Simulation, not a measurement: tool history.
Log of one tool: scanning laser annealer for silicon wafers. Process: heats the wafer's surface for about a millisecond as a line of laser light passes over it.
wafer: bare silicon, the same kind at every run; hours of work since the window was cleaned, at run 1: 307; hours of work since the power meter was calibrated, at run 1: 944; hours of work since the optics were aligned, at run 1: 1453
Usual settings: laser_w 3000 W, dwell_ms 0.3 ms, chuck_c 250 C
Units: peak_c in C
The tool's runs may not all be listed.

run    hour  laser_w  dwell_ms  chuck_c  hours of work since the window was cleaned  hours of work since the power meter was calibrated  hours of work since the optics were aligned  peak_c
  1       0     3000       0.3      250                                         307                                                 944                                         1453     925
  2      53     3000       0.3      250                                         332                                                 969                                         1478     927
  3    78.9     3000       0.3      250                                         344                                                 981                                         1490     923
  4   110.3     3000       0.3      250                                         359                                                 996                                         1505     921
      137.8  -- window over the wafer cleaned
  5   150.9     3000       0.3      250                                           6                                                1015                                         1524     894
  6     198     3000       0.3      250                                          29                                                1037                                         1546     894
      238.4  -- window over the wafer cleaned, once more
  7   259.4     3000       0.3      250                                          10                                                1065                                         1574     961
  8     301     3000       0.3      250                                          30                                                1085                                         1594     957
  9     343     3000       0.3      250                                          50                                                1105                                         1614     956
 10   373.5     2994       0.3      250                                          64                                                1119                                         1628     951
 11   427.7     2994       0.3      250                                          90                                                1145                                         1654     946
 12   454.7     2994       0.3      250                                         103                                                1158                                         1667     947
 13   488.4     3000       0.3      255                                         119                                                1174                                         1683     954
 14   527.1     3000       0.3      255                                         137                                                1192                                         1701     947
 15   555.8     3000       0.3      255                                         151                                                1206                                         1715     946
      566.4  -- optics aligned, line set to its width
 16   585.4     3000       0.3      255                                         162                                                1218                                            9     956
 17   620.7     3000     0.237      250                                         179                                                1234                                           26     866
 18   677.5     3000       0.3      221                                         206                                                1261                                           53     918
 19   718.3     3000       0.3      221                                         226                                                1281                                           72     912
 20   778.7     3127     0.344      260                                         254                                                1309                                          101    1040
 21   837.8     3070     0.299      243                                         282                                                1337                                          129     949
 22   895.8     3070     0.299      243                                         310                                                1365                                          156     944
 23   932.9     3029     0.296      284                                         327                                                1383                                          174     969
 24   987.6     3029     0.296      243                                         353                                                1409                                          200     923
     1024.2  -- window over the wafer cleaned
 25  1032.3     2892      0.22      210                                           4                                                1429                                          220     795
 26  1080.4     2695     0.236      229                                          27                                                1452                                          243     784
 27  1137.4     2583     0.229      251                                          54                                                1479                                          270     772
 28  1167.3     2856       0.3      250                                          68                                                1493                                          284     921

The next listed run, before its measurement:
 29  1203.9     2856       0.3      250                                          85                                                1510                                          302       ?

{"run 29": {"peak_c": 916}}
Without the tool's hidden state the same run would have given peak_c 934 C.

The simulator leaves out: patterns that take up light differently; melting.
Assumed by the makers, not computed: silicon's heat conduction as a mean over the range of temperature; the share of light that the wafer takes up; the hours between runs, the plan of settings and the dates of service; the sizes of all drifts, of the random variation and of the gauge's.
